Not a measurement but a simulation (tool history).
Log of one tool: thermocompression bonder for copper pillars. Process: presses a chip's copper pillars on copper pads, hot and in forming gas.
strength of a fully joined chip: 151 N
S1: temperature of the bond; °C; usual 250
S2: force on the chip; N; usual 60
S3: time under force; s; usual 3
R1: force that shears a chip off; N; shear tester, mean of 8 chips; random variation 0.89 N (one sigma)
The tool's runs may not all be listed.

run,day,S1,S2,S3,R1
1,0.000,250,60,3,82.1
2,1.033,250,60,3,83.1
3,3.062,250,88,3,107.6
4,5.250,250,88,3,107.2
5,7.371,250,88,3,107.4
6,9.812,250,88,3,105.4
7,12.150,250,81,3,101.0
8,14.154,250,60,8,109.2
# day 15.050: forming gas filter changed
9,16.038,269,60,8,130.2
10,17.079,269,68,8,131.6
11,18.304,269,68,8,133.6
12,20.038,269,68,8,134.4
13,21.717,269,68,8,132.5
14,23.021,269,68,8,133.1

The next listed run, before its measurement:
# day 24.550: heater calibrated with a thermocouple chip
15,24.604,269,68,8,?

{"run 15": {"R1": 126.8}}
Without the tool's hidden state the same run would have given R1 125.0 N.
